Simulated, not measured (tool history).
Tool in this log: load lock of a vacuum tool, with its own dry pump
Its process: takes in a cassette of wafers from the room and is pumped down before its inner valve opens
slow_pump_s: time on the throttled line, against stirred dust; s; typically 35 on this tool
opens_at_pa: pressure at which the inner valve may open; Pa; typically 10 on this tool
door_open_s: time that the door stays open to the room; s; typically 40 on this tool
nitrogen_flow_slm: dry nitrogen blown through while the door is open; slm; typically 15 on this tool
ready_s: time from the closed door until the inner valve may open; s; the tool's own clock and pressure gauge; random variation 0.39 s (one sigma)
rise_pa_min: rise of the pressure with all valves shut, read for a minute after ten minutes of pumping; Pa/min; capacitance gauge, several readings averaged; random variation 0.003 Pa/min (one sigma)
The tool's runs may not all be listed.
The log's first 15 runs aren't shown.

| run | hour | slow_pump_s | opens_at_pa | door_open_s | nitrogen_flow_slm | incoming humidity of the room's air, % | ready_s | rise_pa_min |
|---|---|---|---|---|---|---|---|---|
| 16 | 2809 | 35 | 10 | 40 | 15 | 46.8 | 73.4 | 0.041 |
| 17 | 2912.8 | 35 | 10 | 40 | 8 | 46.6 | 74 | 0.049 |
| 18 | 3153.1 | 35 | 10 | 40 | 15 | 44.9 | 72.8 | 0.038 |
| 19 | 3396.8 | 35 | 10 | 40 | 15 | 40.2 | 73.4 | 0.035 |
| 20 | 3617.9 | 55 | 10 | 99 | 6 | 45.6 | 89.9 | 0.083 |
| 21 | 3823.1 | 55 | 10 | 99 | 6 | 45.5 | 89.4 | 0.093 |
| 22 | 3980 | 29 | 10 | 40 | 15 | 46.8 | 68.2 | 0.044 |
| 23 | 4161.3 | 35 | 10 | 40 | 21 | 45.8 | 74.3 | 0.043 |
| 24 | 4404.9 | 35 | 10 | 50 | 11 | 42.3 | 74.1 | 0.046 |
| 25 | 4532.6 | 35 | 10 | 121 | 5 | 44.7 | 75 | 0.107 |
| 26 | 4684.9 | 35 | 19 | 121 | 5 | 43.2 | 71.9 | 0.104 |
| 27 | 4791.7 | 35 | 19 | 121 | 5 | 48.3 | 71.9 | 0.112 |
| 28 | 4919.4 | 35 | 19 | 121 | 5 | 44 | 71.9 | 0.11 |
| 29 | 5134.8 | 35 | 18 | 121 | 5 | 45.6 | 71.5 | 0.108 |
| 30 | 5266.4 | 25 | 8 | 121 | 5 | 44.1 | 67.7 | 0.105 |

What will run 31 give?
| 31 | 5389.5 | 25 | 8 | 121 | 5 | 42.3 | ? | ? |

ready_s: 68.5 s
rise_pa_min: 0.111 Pa/min
Minus the tool's unlogged condition, the same run would have read ready_s 58.4 s, rise_pa_min 0.095 Pa/min.

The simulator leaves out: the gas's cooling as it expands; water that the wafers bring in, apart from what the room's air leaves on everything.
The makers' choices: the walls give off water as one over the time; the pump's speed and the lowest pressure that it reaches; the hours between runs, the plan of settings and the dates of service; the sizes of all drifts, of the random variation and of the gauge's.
